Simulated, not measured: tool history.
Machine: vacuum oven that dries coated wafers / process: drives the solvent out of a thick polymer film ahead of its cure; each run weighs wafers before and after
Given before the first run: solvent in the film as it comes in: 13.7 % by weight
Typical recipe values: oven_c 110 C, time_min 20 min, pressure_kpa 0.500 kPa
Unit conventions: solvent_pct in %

run      day  oven_c  time_min  pressure_kpa  solvent_pct
  1    0.000     110        20         0.500         1.83
  2    3.079     110        21         0.500         1.63
  3    6.688     110        21         0.500         1.75
  4    8.888     110        20         0.378         1.85
  5   12.779     110        26         0.378         1.10
  6   15.042     110        20         0.912         2.04
  7   18.529     110        20         0.912         2.06
  8   21.121     108        20         0.500         2.32
  9   24.433     108        20         0.500         2.34
 10   27.467     108        20         0.500         2.35
 11   31.521     108        20         0.500         2.45
 12   34.975     108        20         0.500         2.48
 13   36.654     100        20         0.500         4.02
 14   39.429     110        12         0.500         4.04
 15   41.512     110        12         0.500         4.03
 16   44.492     110        12         0.500         4.15
 17   46.329     110        12         0.500         4.18
 18   49.871     110        12         1.631         3.80
 19   51.592     110        12         1.631         3.76
 20   55.408     110        12         1.631         3.87
 21   58.096     110        12         1.631         3.90
 22   61.250     110        12         1.631         3.83
 23   64.458     110        12         1.631         3.80
 24   66.708     117        20         0.973         1.01
 25   69.821     117        20         0.973         1.04
 26   72.742     119        14         1.525         1.82
 27   76.271     109        14         1.525         3.50
 28   78.171     120        14         1.525         1.73
 29   81.029     110        23         0.500         1.44
 30   84.200     105        20         0.500         2.66
 31   87.988     121        20         0.500         0.61
 32   90.396     114        20         0.336         1.24
 33   92.942     114        20         0.336         1.24
 34   96.658     116        16         0.583         1.70
 35   99.608     117        12         0.638         2.52
 36  102.838     117        12         0.638         2.59
 37  105.604     117        21         1.601         1.16
 38  109.429     117        17         1.601         1.62
 39  112.829     117        34         0.625         0.35
 40  116.708     117        34         0.625         0.39
 41  118.421     117        27         0.293         0.51
 42  120.875     108        20         0.500         2.21
 43  124.496     110        11         0.500         4.14
 44  126.929     113        11         0.500         3.67
 45  129.504      97        28         0.721         3.15
 46  132.854      97        13         0.721         6.10

The log once held 5 entries between its listed runs, left out of this copy. Where does each go, and what is different about the tool's unlogged condition between the listed run before it and the listed run after it?
After run 10, before run 11: oven's thermocouples calibrated (day 30.933)
  true wafer temperature over the reading, C: -1.2 -> -1.91; true pressure over the reading, kPa: 0.256 -> 0.275
  measured minus no-state result, solvent_pct: +0.26 -> +0.39 %
After run 17, before run 18: oven's thermocouples calibrated, once more (day 49.871)
  true wafer temperature over the reading, C: -2.5 -> 0.71; true pressure over the reading, kPa: 0.35 -> 0.367
  measured minus no-state result, solvent_pct: +0.54 -> -0.06 %
After run 21, before run 22: vacuum gauge cleaned of residue and calibrated (day 58.812)
  true wafer temperature over the reading, C: 0.37 -> 0.25; true pressure over the reading, kPa: 0.409 -> 0.016
  measured minus no-state result, solvent_pct: +0.01 -> -0.04 %
After run 30, before run 31: oven's thermocouples calibrated (day 84.650)
  true wafer temperature over the reading, C: -0.66 -> 0.05; true pressure over the reading, kPa: 0.134 -> 0.154
  measured minus no-state result, solvent_pct: +0.16 -> +0.02 %
After run 41, before run 42: oven's thermocouples calibrated (day 119.371)
  true wafer temperature over the reading, C: -1.14 -> -0.55; true pressure over the reading, kPa: 0.31 -> 0.323
  measured minus no-state result, solvent_pct: +0.13 -> +0.17 %
